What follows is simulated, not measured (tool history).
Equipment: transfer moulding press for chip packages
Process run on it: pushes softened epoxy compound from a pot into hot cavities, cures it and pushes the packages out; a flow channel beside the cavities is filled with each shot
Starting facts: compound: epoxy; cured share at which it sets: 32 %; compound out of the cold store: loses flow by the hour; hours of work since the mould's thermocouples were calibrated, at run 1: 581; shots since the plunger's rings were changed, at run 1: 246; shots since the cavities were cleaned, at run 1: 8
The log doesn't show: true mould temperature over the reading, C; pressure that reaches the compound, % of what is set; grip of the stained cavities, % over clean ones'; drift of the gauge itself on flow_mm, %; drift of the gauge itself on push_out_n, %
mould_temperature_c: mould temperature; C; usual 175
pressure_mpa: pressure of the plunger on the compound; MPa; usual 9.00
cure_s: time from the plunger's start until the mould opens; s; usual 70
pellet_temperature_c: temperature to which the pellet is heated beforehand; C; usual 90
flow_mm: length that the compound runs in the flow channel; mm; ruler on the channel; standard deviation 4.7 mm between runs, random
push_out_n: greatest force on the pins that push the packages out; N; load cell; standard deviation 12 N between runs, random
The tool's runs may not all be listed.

run   hour  mould_temperature_c  pressure_mpa  cure_s  pellet_temperature_c  hours of work since the mould's thermocouples were calibrated  shots since the plunger's rings were changed  shots since the cavities were cleaned  incoming compound's hours out of the cold store  flow_mm  push_out_n
  1    0.0                  175          9.00      70                    90                                                            581                                           246                                      8                                             25.5      562         628
  2   36.9                  175          9.00      70                    82                                                            608                                           885                                    647                                             33.6      524         966
      57.4  -- cavities cleaned with cleaning compound and waxed
      65.1  -- mould's thermocouples calibrated
  3   83.4                  178          9.00      70                    90                                                             13                                          1629                                    416                                             14.0      581         958
  4  109.6                  178          9.00      70                    90                                                             32                                          2084                                    871                                             17.0      557        1011
     117.3  -- cavities cleaned with cleaning compound and waxed
     145.8  -- plunger's sealing rings changed
  5  149.8                  172          9.00      70                    90                                                             57                                            70                                    520                                             30.6      559        1012
  6  170.1                  175          9.00      70                    94                                                             72                                           420                                    870                                             42.2      509         922
     179.2  -- cavities cleaned with cleaning compound and waxed
  7  212.3                  175          9.00      57                    90                                                            101                                          1127                                    574                                             40.4      504        1340
     236.6  -- cavities cleaned with cleaning compound and waxed
  8  248.3                  175          9.00      57                    90                                                            125                                          1724                                    204                                             40.7      504        1088
  9  275.8                  175          9.00      70                    90                                                            145                                          2200                                    680                                             38.5      500         926
     293.4  -- cavities cleaned with cleaning compound and waxed
     306.1  -- plunger's sealing rings changed
 10  315.7                  175          8.63      70                    90                                                            170                                           167                                    344                                             17.2      585         858
     335.2  -- cavities cleaned with cleaning compound and waxed, once more
 11  359.8                  177          9.00      70                    90                                                            200                                           903                                    426                                             24.4      556         730
 12  379.2                  177          9.00      70                    90                                                            214                                          1241                                    764                                             20.9      563         850
     392.9  -- cavities cleaned with cleaning compound and waxed
 13  420.8                  177          9.00      70                    90                                                            243                                          1935                                    483                                             36.1      508         766
     450.1  -- cavities cleaned with cleaning compound and waxed
 14  453.4                  177          9.00      70                    90                                                            265                                          2473                                     57                                             14.3      573         627
     465.9  -- plunger's sealing rings changed
 15  476.3                  169          9.00      70                    90                                                            279                                           179                                    410                                             31.8      559        1295
     511.8  -- cavities cleaned with cleaning compound and waxed
 16  521.1                  179          9.00      70                    90                                                            310                                           930                                    160                                             27.8      540         588
 17  552.4                  176          9.00      64                    91                                                            332                                          1471                                    701                                             43.6      496        1016
     571.5  -- cavities cleaned with cleaning compound and waxed
 18  587.5                  176          9.00      64                    91                                                            356                                          2055                                    279                                             17.3      570         966
     622.7  -- plunger's sealing rings changed
 19  624.4                  168          8.15      70                    90                                                            380                                            29                                    873                                             22.0      565        1680
     631.1  -- cavities cleaned with cleaning compound and waxed
 20  672.2                  168          8.15      70                    90                                                            413                                           832                                    713                                             28.5      531        1539
     689.0  -- cavities cleaned with cleaning compound and waxed
 21  706.6                  176          7.00      70                    90                                                            437                                          1401                                    305                                             16.8      511         782
 22  734.7                  176          7.00      70                    90                                                            457                                          1888                                    792                                             33.2      454         928
     746.7  -- cavities cleaned with cleaning compound and waxed
     782.5  -- plunger's sealing rings changed
 23  785.0                  176          7.00      70                    90                                                            490                                            43                                    619                                             43.8      444         870
     808.8  -- cavities cleaned with cleaning compound and waxed
 24  830.9                  169          9.41      72                    89                                                            521                                           813                                    382                                             34.8      544        1189
     867.7  -- cavities cleaned with cleaning compound and waxed
 25  878.1                  169          9.41      72                    89                                                            554                                          1604                                    180                                             26.4      570        1108
 26  899.0                  169          9.41      72                    89                                                            568                                          1967                                    543                                             20.7      586        1381

Branching from run 26: 3 alternative next runs. What would each branch give?
     926.9  -- cavities cleaned with cleaning compound and waxed
     943.0  -- plunger's sealing rings changed
  A  945.5                  174          9.66      72                    89                                                            599                                            42                                    279                                             13.0        ?           ?
     926.9  -- cavities cleaned with cleaning compound and waxed
     943.0  -- plunger's sealing rings changed
  B  945.5                  183          6.88      70                    90                                                            599                                            42                                    279                                             35.6        ?           ?
     926.9  -- cavities cleaned with cleaning compound and waxed
     943.0  -- plunger's sealing rings changed
  C  945.5                  168          9.41      72                    91                                                            599                                            42                                    279                                             37.6        ?           ?

run  flow_mm  push_out_n
  A      634         894
  B      453         573
  C      553        1279
With no hidden state in the tool, these same runs would have given:
run  flow_mm  push_out_n
  A      632         613
  B      452         422
  C      551         874
